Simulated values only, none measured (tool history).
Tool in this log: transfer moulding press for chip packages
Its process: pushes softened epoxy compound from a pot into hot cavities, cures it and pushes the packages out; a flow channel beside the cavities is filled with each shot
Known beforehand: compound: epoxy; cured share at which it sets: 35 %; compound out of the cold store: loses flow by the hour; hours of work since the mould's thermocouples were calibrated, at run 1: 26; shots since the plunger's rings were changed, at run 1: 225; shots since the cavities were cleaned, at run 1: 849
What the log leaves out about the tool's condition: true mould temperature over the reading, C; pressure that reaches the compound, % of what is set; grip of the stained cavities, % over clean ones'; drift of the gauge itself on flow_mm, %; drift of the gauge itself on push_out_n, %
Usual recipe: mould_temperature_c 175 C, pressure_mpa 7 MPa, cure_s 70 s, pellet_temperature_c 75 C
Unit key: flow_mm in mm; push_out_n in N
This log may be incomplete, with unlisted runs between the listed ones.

run	day	mould_temperature_c	pressure_mpa	cure_s	pellet_temperature_c	hours of work since the mould's thermocouples were calibrated	shots since the plunger's rings were changed	shots since the cavities were cleaned	incoming compound's hours out of the cold store	flow_mm	push_out_n
1	0	175	7	70	75	26	225	849	8.8	1005	644
# day 0.596: cavities cleaned with cleaning compound and waxed
2	1.6	175	7	70	75	43	637	269	21.3	937	636
# day 4.225: cavities cleaned with cleaning compound and waxed
3	5.142	175	7	70	75	82	1568	244	40.3	843	564
4	6.646	175	7	70	75	99	1972	648	15.7	969	608
# day 7.758: cavities cleaned with cleaning compound and waxed
5	8.629	167	7	70	75	120	2486	234	44.7	846	955
6	10.675	167	7	70	75	143	3035	783	26	941	1001
# day 11.312: cavities cleaned with cleaning compound and waxed
# day 13.329: plunger's sealing rings changed
7	13.396	175	7	70	75	172	19	531	37.9	852	570
# day 14.958: cavities cleaned with cleaning compound and waxed
8	15.571	175	7	70	75	196	584	163	16.7	960	645
9	17.188	175	8.6	70	75	214	1018	597	33.6	968	589
# day 18.588: cavities cleaned with cleaning compound and waxed
10	19.471	175	8.6	70	75	239	1613	237	25	1018	610
# day 22.192: cavities cleaned with cleaning compound and waxed
11	22.612	175	7	70	75	273	2438	113	20.7	939	614
# day 25.821: cavities cleaned with cleaning compound and waxed
12	25.821	175	7	70	75	308	3280	0	10.7	993	632
# day 27.533: plunger's sealing rings changed
13	28.242	175	6.61	83	73	334	189	621	44.4	801	424
# day 29.567: cavities cleaned with cleaning compound and waxed
14	30.696	172	7	70	75	361	830	303	34.2	880	701
# day 33.121: cavities cleaned with cleaning compound and waxed
15	33.646	175	5.23	70	74	393	1603	141	47.2	700	574
# day 36.704: cavities cleaned with cleaning compound and waxed
16	36.704	175	5.23	70	74	427	2406	0	16.1	831	638
# day 40.321: cavities cleaned with cleaning compound and waxed
17	40.321	169	5.23	53	74	467	3358	0	45.8	722	1446
# day 41.838: plunger's sealing rings changed
18	42.517	182	5.23	74	68	490	182	561	18.2	802	401
# day 44.062: cavities cleaned with cleaning compound and waxed
19	45.021	182	5.37	76	79	517	836	257	25.4	775	402
20	46.862	170	8.41	110	79	538	1329	750	19.8	1054	408
# day 47.842: cavities cleaned with cleaning compound and waxed
21	49.488	182	6.59	70	75	567	2016	442	21.6	884	435
# day 51.442: cavities cleaned with cleaning compound and waxed
22	53.179	175	5.87	106	75	607	2988	466	20.1	862	385
23	54.708	176	5.87	105	75	624	3397	875	47.2	740	368
# day 55.008: cavities cleaned with cleaning compound and waxed
# day 55.879: plunger's sealing rings changed
24	58.312	171	7	70	75	663	652	857	47.6	821	756

Alternative continuations, all from the tool just after run 24; predict every row:
# day 58.862: cavities cleaned with cleaning compound and waxed
A	60.612	178	7	70	72	688	1252	469	26.4	?	?
# day 58.862: cavities cleaned with cleaning compound and waxed
B	60.612	175	5.46	77	75	688	1252	469	12	?	?
# day 58.862: cavities cleaned with cleaning compound and waxed
C	60.612	176	5.7	70	75	688	1252	469	41.9	?	?
# day 58.862: cavities cleaned with cleaning compound and waxed
D	60.612	171	6.49	70	75	688	1252	469	20.1	?	?
# day 58.862: cavities cleaned with cleaning compound and waxed
E	60.612	171	5.86	70	74	688	1252	469	29.5	?	?

run	flow_mm	push_out_n
A	898	523
B	872	494
C	752	521
D	924	805
E	832	777
Stripped of hidden state, with their random variation kept, the same runs would have yielded:
run	flow_mm	push_out_n
A	898	521
B	872	492
C	752	519
D	924	802
E	832	773

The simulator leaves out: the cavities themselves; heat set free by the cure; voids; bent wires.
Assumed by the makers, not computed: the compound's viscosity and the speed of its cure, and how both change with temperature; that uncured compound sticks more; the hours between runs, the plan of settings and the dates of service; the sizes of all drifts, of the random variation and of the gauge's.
